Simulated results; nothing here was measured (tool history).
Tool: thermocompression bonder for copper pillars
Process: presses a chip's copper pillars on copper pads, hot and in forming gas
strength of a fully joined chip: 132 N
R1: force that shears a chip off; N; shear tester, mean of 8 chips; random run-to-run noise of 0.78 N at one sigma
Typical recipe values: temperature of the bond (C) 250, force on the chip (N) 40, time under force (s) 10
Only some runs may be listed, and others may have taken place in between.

Run 1, hour 0: usual settings. Result: R1 52.8 N.
Run 2, hour 4.9: usual settings. Result: R1 53.2 N.
Run 3, hour 10.5: usual settings. Result: R1 54 N.
Run 4, hour 17.1: usual settings but temperature of the bond (C) 236. Result: R1 45.6 N.
Run 5, hour 23.2: usual settings but force on the chip (N) 32. Result: R1 45.4 N.
Run 6, hour 28.7: usual settings but force on the chip (N) 32. Result: R1 44.4 N.
Run 7, hour 35.2: usual settings but temperature of the bond (C) 253. Result: R1 54.8 N.
Run 8, hour 40.9: usual settings but temperature of the bond (C) 274, force on the chip (N) 25. Result: R1 48.6 N.
Run 9, hour 49.2: usual settings but temperature of the bond (C) 275, force on the chip (N) 24. Result: R1 48.6 N.
Run 10, hour 58.7: usual settings but temperature of the bond (C) 275, force on the chip (N) 35, time under force (s) 17. Result: R1 73 N.
Run 11, hour 63: usual settings but temperature of the bond (C) 234, force on the chip (N) 36. Result: R1 39.8 N.
Run 12, hour 70.7: usual settings but temperature of the bond (C) 234, force on the chip (N) 36, time under force (s) 29. Result: R1 59.8 N.
Run 13, hour 76: usual settings but temperature of the bond (C) 240, force on the chip (N) 32, time under force (s) 12. Result: R1 43.3 N.
At hour 80.6: forming gas filter changed.
Run 14, hour 81.8: usual settings but temperature of the bond (C) 242, force on the chip (N) 50. Result: R1 62.9 N.

Predict each of these 4 candidate next runs independently; none follows another, all start after run 14:
Run A, hour 89: usual settings but temperature of the bond (C) 244, force on the chip (N) 42, time under force (s) 15. Result: R1 ?.
Run B, hour 89: usual settings but temperature of the bond (C) 235, force on the chip (N) 50, time under force (s) 15. Result: R1 ?.
Run C, hour 89: usual settings but temperature of the bond (C) 242, time under force (s) 24. Result: R1 ?.
Run D, hour 89: usual settings but temperature of the bond (C) 242, force on the chip (N) 44. Result: R1 ?.

run    R1
  A    65
  B  68.3
  C  73.6
  D  56.8
With the hidden condition removed and each run's random variation left untouched, the same runs would have given:
run    R1
  A  65.3
  B  68.7
  C    74
  D  57.1
